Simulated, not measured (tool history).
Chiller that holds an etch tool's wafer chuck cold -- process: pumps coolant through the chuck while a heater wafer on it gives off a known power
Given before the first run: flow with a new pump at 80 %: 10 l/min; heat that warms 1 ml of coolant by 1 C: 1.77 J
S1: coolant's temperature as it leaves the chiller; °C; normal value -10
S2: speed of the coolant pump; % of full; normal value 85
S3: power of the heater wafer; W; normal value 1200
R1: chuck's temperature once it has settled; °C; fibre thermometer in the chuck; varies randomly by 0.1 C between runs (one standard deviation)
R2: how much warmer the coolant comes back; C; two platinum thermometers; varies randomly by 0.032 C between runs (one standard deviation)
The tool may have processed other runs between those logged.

run 1 day=0.000 | S1=-10 S2=85 S3=1200 | R1=-1.8 R2=3.89
run 2 day=1.258 | S1=-10 S2=69 S3=1200 | R1=-0.4 R2=4.66
run 3 day=2.129 | S1=-10 S2=69 S3=1200 | R1=-0.3 R2=4.66
run 4 day=3.258 | S1=-10 S2=91 S3=1200 | R1=-2.1 R2=3.53
run 5 day=4.479 | S1=-10 S2=91 S3=1200 | R1=-2.1 R2=3.52
run 6 day=5.512 | S1=-10 S2=91 S3=1200 | R1=-2.2 R2=3.51
run 7 day=6.667 | S1=-10 S2=71 S3=1200 | R1=-0.7 R2=4.47
run 8 day=7.646 | S1=-10 S2=71 S3=1200 | R1=-0.7 R2=4.46
run 9 day=8.588 | S1=-10 S2=64 S3=1200 | R1=0.1 R2=4.84
run 10 day=9.208 | S1=-10 S2=64 S3=1200 | R1=-0.1 R2=4.85
run 11 day=10.483 | S1=-10 S2=85 S3=614 | R1=-5.7 R2=1.76
run 12 day=11.600 | S1=-14 S2=85 S3=1200 | R1=-5.8 R2=3.67
run 13 day=12.350 | S1=-10 S2=73 S3=1200 | R1=-0.9 R2=4.29
run 14 day=12.979 | S1=-10 S2=85 S3=1200 | R1=-1.9 R2=3.62
run 15 day=13.908 | S1=-10 S2=85 S3=1200 | R1=-1.7 R2=3.58
run 16 day=15.138 | S1=-10 S2=87 S3=1200 | R1=-1.9 R2=3.53
run 17 day=16.488 | S1=-10 S2=87 S3=1200 | R1=-1.9 R2=3.52

Run 18 has not been measured yet. What should we expect?
run 18 day=17.521 | S1=-10 S2=92 S3=807 | R1=? R2=?

Run 18 gave R1 -4.6 °C, R2 2.10 C.
On a tool with no hidden condition, and with the same random variation, this run would have come out at R1 -4.6 °C, R2 2.37 C.
